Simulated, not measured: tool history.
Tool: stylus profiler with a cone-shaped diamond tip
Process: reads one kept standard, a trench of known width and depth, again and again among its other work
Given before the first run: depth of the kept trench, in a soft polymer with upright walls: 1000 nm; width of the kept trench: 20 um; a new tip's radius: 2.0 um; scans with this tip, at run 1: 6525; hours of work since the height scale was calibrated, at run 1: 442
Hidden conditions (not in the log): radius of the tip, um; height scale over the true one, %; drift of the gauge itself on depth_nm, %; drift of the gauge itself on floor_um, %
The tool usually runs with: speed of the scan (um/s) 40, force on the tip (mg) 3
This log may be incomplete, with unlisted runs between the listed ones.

run	hour	speed of the scan (um/s)	force on the tip (mg)	scans with this tip	hours of work since the height scale was calibrated	depth of the trench (angstrom)	width of the trench's floor (um)
1	0	40	3	6525	442	10155.4	15.3
2	15.8	40	3	6652	450	10157.8	15.34
3	31.3	40	3	6776	459	10156.8	15.31
4	52.4	40	1.26	6945	470	10083.2	15.19
5	67.6	40	1.26	7066	478	10083.9	15.15
6	82.9	40	1.26	7188	487	10082.7	15.12
7	101.8	40	1.26	7340	497	10085.1	15.1
8	115.4	50	3	7448	504	10153.4	15.16
9	137.8	50	3	7627	516	10158	15.16
10	157.3	40	3	7784	527	10153.3	15.18
11	173.1	40	3	7909	535	10151	15.16
12	194	40	3	8077	547	10150.9	15.18
13	213	40	1.54	8229	557	10096.4	15.02
14	234	89	6.99	8397	568	10279.8	15.05
# hour 236.6: height scale calibrated on a step standard
15	247.9	66	1.14	8504	6	10070.6	14.75
16	258	49	5.77	8585	12	10240.1	15.12
17	279	24	5.8	8752	23	10239.9	15.19
18	302	147	7.95	8936	35	10296.7	14.84
19	325	27	2.64	9120	48	10132.8	15.07
20	347.6	12	2.23	9301	60	10115.9	15.12
# hour 365.3: height scale calibrated on a step standard, once more
21	365.6	139	3	9440	0	10159.6	14.49
22	378.4	139	3	9543	7	10162.1	14.53
23	388	30	2.96	9620	12	10159.5	15.08

Below are 3 alternative next runs, each starting from the tool's condition after run 23. Predict each:
A	409.9	48	1.3	9795	24	?	?
B	409.9	39	5.03	9795	24	?	?
C	409.9	72	7.11	9795	24	?	?

run	depth of the trench (angstrom)	width of the trench's floor (um)
A	10090.1	14.74
B	10224	14.97
C	10289.2	14.91
The same runs, with their run-to-run variation unchanged, on a tool lacking any hidden condition would have given:
run	depth of the trench (angstrom)	width of the trench's floor (um)
A	10094.7	16.13
B	10228.6	16.36
C	10293.8	16.3
